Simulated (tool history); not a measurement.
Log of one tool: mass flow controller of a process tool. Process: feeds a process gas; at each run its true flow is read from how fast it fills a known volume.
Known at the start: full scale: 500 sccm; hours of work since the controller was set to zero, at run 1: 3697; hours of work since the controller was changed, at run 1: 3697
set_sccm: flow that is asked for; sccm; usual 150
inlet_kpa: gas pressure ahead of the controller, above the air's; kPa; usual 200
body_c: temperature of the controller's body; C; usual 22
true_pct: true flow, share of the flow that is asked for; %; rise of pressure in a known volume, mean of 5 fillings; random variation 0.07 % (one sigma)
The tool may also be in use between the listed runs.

run	day	set_sccm	inlet_kpa	body_c	hours of work since the controller was set to zero	hours of work since the controller was changed	true_pct
1	0.000	150	200	22	3697	3697	102.59
2	8.917	150	200	22	3818	3818	102.55
3	23.042	150	200	22	4011	4011	102.98
4	36.967	150	200	22	4201	4201	103.29
5	44.446	150	177	22	4303	4303	103.21
6	54.858	150	200	22	4445	4445	103.41
7	67.225	150	200	22	4614	4614	103.60
8	79.712	150	200	22	4784	4784	103.82
9	91.804	150	200	22	4949	4949	104.11
10	101.700	150	200	22	5084	5084	104.18
11	109.538	150	200	22	5191	5191	104.30
12	120.538	150	200	22	5341	5341	104.33
# day 121.979: controller exchanged for a calibrated one
13	129.758	150	270	22	106	106	98.67
14	137.229	150	270	22	208	208	98.73
15	146.617	150	201	22	336	336	99.09
16	158.229	150	200	32	495	495	99.84
17	167.979	150	200	32	628	628	99.94
18	179.175	150	200	22	780	780	99.39
19	188.967	150	200	22	914	914	99.69
20	199.525	150	200	22	1058	1058	99.87
21	211.654	150	200	22	1223	1223	99.95
22	221.379	150	200	22	1356	1356	99.95
23	235.054	150	202	22	1543	1543	100.35
24	246.558	150	202	22	1700	1700	100.51
25	252.554	150	202	22	1781	1781	100.59
26	265.538	120	206	32	1959	1959	101.60
27	272.662	69	206	35	2056	2056	102.43

Forecast run 28:
28	280.979	57	266	30	2169	2169	?

true_pct: 102.43 %
Without the tool's hidden state the same run would have given true_pct 98.46 %.
